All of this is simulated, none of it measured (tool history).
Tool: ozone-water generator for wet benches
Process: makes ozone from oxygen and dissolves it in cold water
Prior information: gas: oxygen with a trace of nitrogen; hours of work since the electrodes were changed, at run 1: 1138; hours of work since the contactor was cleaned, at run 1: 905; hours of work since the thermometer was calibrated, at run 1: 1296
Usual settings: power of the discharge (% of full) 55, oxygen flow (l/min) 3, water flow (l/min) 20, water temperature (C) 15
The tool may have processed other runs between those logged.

run,hour,power of the discharge (% of full),oxygen flow (l/min),water flow (l/min),water temperature (C),hours of work since the electrodes were changed,hours of work since the contactor was cleaned,hours of work since the thermometer was calibrated,dissolved ozone (ppm),ozone in the gas ahead of the water (g/m3)
1,0,55,3,20,15,1138,905,1296,15.2,212.8
2,43.6,55,3,20,15,1165,933,1323,15.2,211.4
3,88.6,55,3,20,15,1193,961,1352,15.4,212.9
4,129.2,55,3,20,15,1219,987,1377,15.1,213.5
5,155.1,55,3,20,15,1235,1003,1393,15.3,214
6,199.5,55,3,20,15,1263,1031,1421,15.4,211.7
7,224.3,55,3,20,15,1279,1047,1437,15.2,212.9
8,268.2,55,3,20,19,1307,1074,1465,14.4,212.3
9,311.2,55,3,20,15,1334,1101,1492,15.1,211.2
10,343.9,55,3,20,15,1354,1122,1512,15.1,213.1
11,380,55,3,26,15,1377,1145,1535,11.2,212.2
12,418.2,55,3,26,15,1401,1169,1559,11.1,213.9
13,439.9,55,3,20,15,1415,1182,1573,15.1,212.9
14,465.5,55,3,20,15,1431,1199,1589,15.3,211.1
15,500,55,3,20,15,1453,1220,1611,15.1,211.5
16,523.8,55,4.19,20,15,1468,1235,1626,15.2,170.6
17,565.3,55,1.63,20,8,1494,1262,1652,14.9,312.4
18,595.8,55,1.63,20,8,1513,1281,1671,14.2,313.2
19,617.5,50,2.76,29,20,1527,1294,1685,8.6,211.1

Estimate the outcome of run 20 from the log above:
20,661.1,81,2.14,20,17,1554,1322,1712,?,?

{"run 20": {"dissolved ozone (ppm)": 18.6, "ozone in the gas ahead of the water (g/m3)": 344.8}}
Had the tool carried no hidden state, the very same run would have given dissolved ozone (ppm) 19.5, ozone in the gas ahead of the water (g/m3) 355.6.
